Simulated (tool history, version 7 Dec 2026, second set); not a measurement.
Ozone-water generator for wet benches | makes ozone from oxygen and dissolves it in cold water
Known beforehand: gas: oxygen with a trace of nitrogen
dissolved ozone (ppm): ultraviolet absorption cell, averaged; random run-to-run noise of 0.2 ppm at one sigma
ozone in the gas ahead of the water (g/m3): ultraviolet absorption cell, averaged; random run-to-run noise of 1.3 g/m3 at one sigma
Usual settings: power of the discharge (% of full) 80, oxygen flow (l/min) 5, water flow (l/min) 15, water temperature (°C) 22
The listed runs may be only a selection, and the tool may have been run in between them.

run	hour	power of the discharge (% of full)	oxygen flow (l/min)	water flow (l/min)	water temperature (°C)	dissolved ozone (ppm)	ozone in the gas ahead of the water (g/m3)
1	0	80	5	15	22	26.6	240.8
2	55.5	80	5	15	22	26.5	238.9
3	91.3	80	5	15	22	26.9	239.3
4	122.1	80	5	15	22	26.6	240.6
5	182.8	80	5	15	22	26.4	239
6	230.7	80	5.31	15	22	26.3	235.3
7	278.1	80	5	15	28	23.5	240.7
8	325.4	80	5	21	22	19.3	239.1
9	375.1	80	5	21	22	19.4	239.2
# hour 382.3: contactor cleaned
10	440.7	80	5	21	22	21.3	238.4
11	503.7	47	5	15	22	19.4	165.2
12	543.5	47	5	15	22	19.1	165.4
13	597.7	47	5	15	22	19.5	164
14	623.6	47	5	15	22	19.4	165
15	679	80	5	15	22	28	238
16	719	80	5	15	22	28.2	238.1
17	780	92	5	15	22	30.8	263.4
18	818.6	92	3.72	21	22	21.5	290.2
19	871.9	75	5	15	22	26.7	227.1
20	925.6	97	4.61	13	18	37.7	282.1
21	985.1	97	4.61	13	18	38.3	278.8
22	1036	64	5	20	22	18.9	203.1
23	1085.3	54	6.85	20	15	19.8	161.3
24	1147.3	54	6.85	20	15	19.7	162.5
25	1174.5	54	6.85	20	15	19.3	161.8
26	1228.8	54	6.85	20	15	19.8	161
27	1291	68	5	13	19	29	212.9
28	1350.8	80	5	13	22	30.7	234.7

Run 29 has not been measured yet. What should we expect?
29	1412.3	52	5	12	22	?	?

dissolved ozone (ppm): 24.3
ozone in the gas ahead of the water (g/m3): 173.1
Had the tool carried no hidden state, the very same run would have given dissolved ozone (ppm) 25.5, ozone in the gas ahead of the water (g/m3) 179.3.
